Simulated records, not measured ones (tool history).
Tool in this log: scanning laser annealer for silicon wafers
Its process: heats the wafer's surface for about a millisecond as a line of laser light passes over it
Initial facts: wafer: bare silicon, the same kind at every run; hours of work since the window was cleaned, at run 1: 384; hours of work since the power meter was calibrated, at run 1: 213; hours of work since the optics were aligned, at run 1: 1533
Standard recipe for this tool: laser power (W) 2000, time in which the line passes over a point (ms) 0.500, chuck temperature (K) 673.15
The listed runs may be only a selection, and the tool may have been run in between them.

run,hour,laser power (W),time in which the line passes over a point (ms),chuck temperature (K),hours of work since the window was cleaned,hours of work since the power meter was calibrated,hours of work since the optics were aligned,highest temperature of the surface (K)
1,0.0,2000,0.500,673.15,384,213,1533,1494.15
2,20.7,2000,0.500,673.15,400,229,1549,1497.15
3,40.3,2000,0.500,673.15,415,244,1564,1491.15
4,53.3,2000,0.500,673.15,425,254,1574,1491.15
5,69.8,2000,0.500,673.15,438,267,1587,1493.15
6,90.0,2000,0.500,673.15,454,283,1602,1495.15
7,107.0,2063,0.504,653.15,467,296,1616,1498.15
8,123.7,1702,0.565,648.15,480,309,1629,1398.15

For run 9, what comes out?
9,137.0,1751,0.396,695.15,490,319,1639,?

highest temperature of the surface (K): 1332.15
The same run, on a tool lacking any hidden state, would have yielded highest temperature of the surface (K) 1350.15.
